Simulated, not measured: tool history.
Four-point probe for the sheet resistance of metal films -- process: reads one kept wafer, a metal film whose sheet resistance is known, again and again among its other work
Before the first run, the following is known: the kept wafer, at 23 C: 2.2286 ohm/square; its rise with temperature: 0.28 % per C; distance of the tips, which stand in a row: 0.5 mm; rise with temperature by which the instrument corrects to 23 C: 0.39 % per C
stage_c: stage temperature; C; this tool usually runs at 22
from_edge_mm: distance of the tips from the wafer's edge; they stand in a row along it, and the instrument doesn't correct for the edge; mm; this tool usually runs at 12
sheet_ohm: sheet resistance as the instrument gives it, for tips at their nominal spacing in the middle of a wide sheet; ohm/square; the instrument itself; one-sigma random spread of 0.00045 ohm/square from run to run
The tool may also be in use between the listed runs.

{"run": 1, "hour": 0.0, "stage_c": 22, "from_edge_mm": 12, "sheet_ohm": 2.233808}
{"run": 2, "hour": 32.2, "stage_c": 22, "from_edge_mm": 12, "sheet_ohm": 2.233901}
{"run": 3, "hour": 56.2, "stage_c": 22, "from_edge_mm": 12, "sheet_ohm": 2.233577}
{"run": 4, "hour": 85.6, "stage_c": 32, "from_edge_mm": 12, "sheet_ohm": 2.207563}
{"run": 5, "hour": 104.7, "stage_c": 25, "from_edge_mm": 12, "sheet_ohm": 2.225495}
{"run": 6, "hour": 126.7, "stage_c": 25, "from_edge_mm": 12, "sheet_ohm": 2.225699}
{"run": 7, "hour": 157.6, "stage_c": 25, "from_edge_mm": 12, "sheet_ohm": 2.225434}
{"run": 8, "hour": 189.7, "stage_c": 25, "from_edge_mm": 4, "sheet_ohm": 2.241698}
{"run": 9, "hour": 207.3, "stage_c": 25, "from_edge_mm": 4, "sheet_ohm": 2.242287}
{"run": 10, "hour": 239.1, "stage_c": 25, "from_edge_mm": 4, "sheet_ohm": 2.242205}
{"run": 11, "hour": 257.8, "stage_c": 24, "from_edge_mm": 68, "sheet_ohm": 2.226322}
{"run": 12, "hour": 275.8, "stage_c": 28, "from_edge_mm": 72, "sheet_ohm": 2.2155}
{"run": 13, "hour": 295.5, "stage_c": 28, "from_edge_mm": 12, "sheet_ohm": 2.218548}
{"run": 14, "hour": 328.6, "stage_c": 28, "from_edge_mm": 12, "sheet_ohm": 2.218651}
{"run": 15, "hour": 366.5, "stage_c": 20, "from_edge_mm": 7, "sheet_ohm": 2.24388}
{"run": 16, "hour": 403.9, "stage_c": 20, "from_edge_mm": 7, "sheet_ohm": 2.242662}
{"run": 17, "hour": 434.6, "stage_c": 25, "from_edge_mm": 61, "sheet_ohm": 2.223425}
{"run": 18, "hour": 470.9, "stage_c": 25, "from_edge_mm": 61, "sheet_ohm": 2.223957}
{"run": 19, "hour": 506.5, "stage_c": 25, "from_edge_mm": 4, "sheet_ohm": 2.241782}

Each row is a separate what-if for the run after 19, all from the same tool condition, not one after another. Results?
{"run": "A", "hour": 525.0, "stage_c": 22, "from_edge_mm": 74, "sheet_ohm": "?"}
{"run": "B", "hour": 525.0, "stage_c": 21, "from_edge_mm": 21, "sheet_ohm": "?"}
{"run": "C", "hour": 525.0, "stage_c": 25, "from_edge_mm": 16, "sheet_ohm": "?"}
{"run": "D", "hour": 525.0, "stage_c": 22, "from_edge_mm": 19, "sheet_ohm": "?"}

run=A sheet_ohm=2.230777
run=B sheet_ohm=2.234447
run=C sheet_ohm=2.22505
run=D sheet_ohm=2.23208
The same runs, with their run-to-run variation unchanged, on a tool lacking any hidden condition would have given:
run=A sheet_ohm=2.230576
run=B sheet_ohm=2.234246
run=C sheet_ohm=2.22485
run=D sheet_ohm=2.231879
